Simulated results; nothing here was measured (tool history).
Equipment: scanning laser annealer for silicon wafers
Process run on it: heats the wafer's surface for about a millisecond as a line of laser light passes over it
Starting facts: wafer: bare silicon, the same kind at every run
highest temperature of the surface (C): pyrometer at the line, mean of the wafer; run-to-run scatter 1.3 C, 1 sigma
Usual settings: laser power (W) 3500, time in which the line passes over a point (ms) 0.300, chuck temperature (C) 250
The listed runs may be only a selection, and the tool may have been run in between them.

| run | day | laser power (W) | time in which the line passes over a point (ms) | chuck temperature (C) | highest temperature of the surface (C) |
|---|---|---|---|---|---|
| 1 | 0.000 | 3500 | 0.300 | 250 | 965 |
| 2 | 3.042 | 3500 | 0.247 | 250 | 891 |
| 3 | 6.021 | 3500 | 0.234 | 250 | 875 |
| 4 | 9.062 | 3500 | 0.234 | 250 | 874 |
| 5 | 11.250 | 3500 | 0.234 | 245 | 867 |
| 6 | 13.508 | 3500 | 0.234 | 245 | 869 |
| 7 | 16.833 | 3500 | 0.234 | 268 | 892 |
| 8 | 19.417 | 3500 | 0.234 | 268 | 889 |
| 9 | 21.275 | 3500 | 0.234 | 268 | 894 |
| 10 | 24.862 | 3500 | 0.234 | 268 | 892 |
| 11 | 28.025 | 3500 | 0.234 | 268 | 893 |
| 12 | 30.646 | 3500 | 0.234 | 268 | 891 |
| 13 | 33.404 | 3530 | 0.339 | 263 | 1034 |
| 14 | 36.458 | 3248 | 0.371 | 263 | 989 |
| 15 | 39.421 | 3500 | 0.300 | 269 | 984 |
| 16 | 42.083 | 3500 | 0.300 | 269 | 984 |
| 17 | 44.612 | 3494 | 0.300 | 227 | 941 |
| 18 | 48.333 | 3440 | 0.355 | 250 | 1017 |
| 19 | 50.354 | 3440 | 0.355 | 250 | 1015 |
| 20 | 53.975 | 3565 | 0.236 | 226 | 870 |
| 21 | 56.729 | 3500 | 0.274 | 240 | 922 |
| 22 | 59.700 | 3183 | 0.300 | 250 | 881 |
| 23 | 62.129 | 3026 | 0.255 | 217 | 762 |

Not shown: 2 entries that the log had between the listed runs. Between which runs, and how does the tool's hidden state differ before and after?
Runs 3 to 4: window over the wafer cleaned (day 7.446)
  light that passes the window, % of a clean one's: 99.92 -> 99.99
Runs 15 to 16: window over the wafer cleaned (day 41.488)
  light that passes the window, % of a clean one's: 99.92 -> 100

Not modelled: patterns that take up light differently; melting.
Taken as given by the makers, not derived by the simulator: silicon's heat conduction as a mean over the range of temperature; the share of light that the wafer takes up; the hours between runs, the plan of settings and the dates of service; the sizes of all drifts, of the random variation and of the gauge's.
